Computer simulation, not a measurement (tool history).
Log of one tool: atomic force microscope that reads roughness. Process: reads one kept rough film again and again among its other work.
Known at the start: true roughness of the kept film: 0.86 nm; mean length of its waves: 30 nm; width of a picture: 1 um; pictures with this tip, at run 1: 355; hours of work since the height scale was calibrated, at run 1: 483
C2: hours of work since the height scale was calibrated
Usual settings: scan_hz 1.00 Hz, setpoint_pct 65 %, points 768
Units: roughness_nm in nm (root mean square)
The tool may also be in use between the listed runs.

{"run": 1, "day": 0.0, "scan_hz": 1.0, "setpoint_pct": 65, "points": 768, "pictures with this tip": 355, "C2": 483, "roughness_nm": 0.765}
{"run": 2, "day": 1.267, "scan_hz": 2.88, "setpoint_pct": 65, "points": 768, "pictures with this tip": 390, "C2": 498, "roughness_nm": 0.733}
{"day": 1.425, "done": "new tip fitted"}
{"run": 3, "day": 2.796, "scan_hz": 1.0, "setpoint_pct": 65, "points": 768, "pictures with this tip": 38, "C2": 515, "roughness_nm": 0.807}
{"run": 4, "day": 4.533, "scan_hz": 0.5, "setpoint_pct": 65, "points": 768, "pictures with this tip": 87, "C2": 536, "roughness_nm": 0.817}
{"run": 5, "day": 5.867, "scan_hz": 0.5, "setpoint_pct": 65, "points": 768, "pictures with this tip": 124, "C2": 551, "roughness_nm": 0.815}
{"run": 6, "day": 6.904, "scan_hz": 0.6, "setpoint_pct": 75, "points": 710, "pictures with this tip": 153, "C2": 564, "roughness_nm": 0.781}
{"run": 7, "day": 8.304, "scan_hz": 3.81, "setpoint_pct": 65, "points": 644, "pictures with this tip": 192, "C2": 580, "roughness_nm": 0.721}
{"day": 8.504, "done": "height scale calibrated on a step standard"}
{"run": 8, "day": 9.779, "scan_hz": 1.02, "setpoint_pct": 72, "points": 485, "pictures with this tip": 232, "C2": 15, "roughness_nm": 0.766}
{"run": 9, "day": 11.517, "scan_hz": 0.84, "setpoint_pct": 83, "points": 264, "pictures with this tip": 281, "C2": 35, "roughness_nm": 0.734}
{"run": 10, "day": 12.333, "scan_hz": 0.84, "setpoint_pct": 83, "points": 264, "pictures with this tip": 304, "C2": 45, "roughness_nm": 0.728}

Forecast each of these 3 alternatives for the next run:
{"run": "A", "day": 13.838, "scan_hz": 1.0, "setpoint_pct": 65, "points": 437, "pictures with this tip": 346, "C2": 63, "roughness_nm": "?"}
{"run": "B", "day": 13.838, "scan_hz": 1.0, "setpoint_pct": 68, "points": 768, "pictures with this tip": 346, "C2": 63, "roughness_nm": "?"}
{"run": "C", "day": 13.838, "scan_hz": 0.84, "setpoint_pct": 72, "points": 264, "pictures with this tip": 346, "C2": 63, "roughness_nm": "?"}

run=A roughness_nm=0.766
run=B roughness_nm=0.769
run=C roughness_nm=0.760
Without the tool's hidden state the same runs would have given:
run=A roughness_nm=0.803
run=B roughness_nm=0.806
run=C roughness_nm=0.796

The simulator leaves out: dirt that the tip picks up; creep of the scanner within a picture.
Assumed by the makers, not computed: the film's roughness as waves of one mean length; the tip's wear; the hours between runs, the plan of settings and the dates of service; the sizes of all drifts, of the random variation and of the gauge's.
